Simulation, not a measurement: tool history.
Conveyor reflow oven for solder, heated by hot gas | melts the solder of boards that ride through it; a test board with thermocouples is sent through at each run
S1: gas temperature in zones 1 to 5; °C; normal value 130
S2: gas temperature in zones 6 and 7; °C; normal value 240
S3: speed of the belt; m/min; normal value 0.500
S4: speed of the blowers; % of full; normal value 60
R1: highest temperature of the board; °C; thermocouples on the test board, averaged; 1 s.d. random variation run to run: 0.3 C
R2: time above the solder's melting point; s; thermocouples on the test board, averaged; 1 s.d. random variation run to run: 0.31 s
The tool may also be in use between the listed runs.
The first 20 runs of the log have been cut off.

{"run": 21, "hour": 1227.4, "S1": 143, "S2": 244, "S3": 0.508, "S4": 73, "R1": 226.1, "R2": 70.6}
{"hour": 1239.7, "done": "flux residue cleaned out of gas plates and filters"}
{"run": 22, "hour": 1293.9, "S1": 127, "S2": 240, "S3": 0.476, "S4": 60, "R1": 221.5, "R2": 67.4}
{"run": 23, "hour": 1336.2, "S1": 127, "S2": 240, "S3": 0.476, "S4": 60, "R1": 222.4, "R2": 66.6}
{"run": 24, "hour": 1382.8, "S1": 130, "S2": 240, "S3": 0.565, "S4": 83, "R1": 220.5, "R2": 55.9}
{"run": 25, "hour": 1466.8, "S1": 132, "S2": 231, "S3": 0.596, "S4": 82, "R1": 210.7, "R2": 46.0}
{"run": 26, "hour": 1511.4, "S1": 130, "S2": 240, "S3": 0.5, "S4": 53, "R1": 218.5, "R2": 61.0}
{"run": 27, "hour": 1593.7, "S1": 130, "S2": 238, "S3": 0.568, "S4": 60, "R1": 213.2, "R2": 48.2}
{"run": 28, "hour": 1669.9, "S1": 130, "S2": 238, "S3": 0.568, "S4": 60, "R1": 212.5, "R2": 48.3}
{"run": 29, "hour": 1745.8, "S1": 139, "S2": 237, "S3": 0.568, "S4": 60, "R1": 213.0, "R2": 52.5}
{"run": 30, "hour": 1807.2, "S1": 139, "S2": 237, "S3": 0.568, "S4": 60, "R1": 213.1, "R2": 52.0}
{"hour": 1828.9, "done": "flux residue cleaned out of gas plates and filters"}
{"run": 31, "hour": 1876.9, "S1": 139, "S2": 237, "S3": 0.568, "S4": 60, "R1": 216.1, "R2": 54.8}

Here are 3 independent what-if runs from the current tool condition. What would each one return?
{"run": "A", "hour": 1962.9, "S1": 120, "S2": 237, "S3": 0.579, "S4": 52, "R1": "?", "R2": "?"}
{"run": "B", "hour": 1962.9, "S1": 140, "S2": 245, "S3": 0.575, "S4": 60, "R1": "?", "R2": "?"}
{"run": "C", "hour": 1962.9, "S1": 125, "S2": 232, "S3": 0.5, "S4": 60, "R1": "?", "R2": "?"}

run=A R1=208.0 R2=39.8
run=B R1=222.2 R2=59.6
run=C R1=213.4 R2=55.3
With no hidden state in the tool, these same runs would have given:
run=A R1=207.1 R2=38.0
run=B R1=221.4 R2=57.7
run=C R1=212.6 R2=53.3
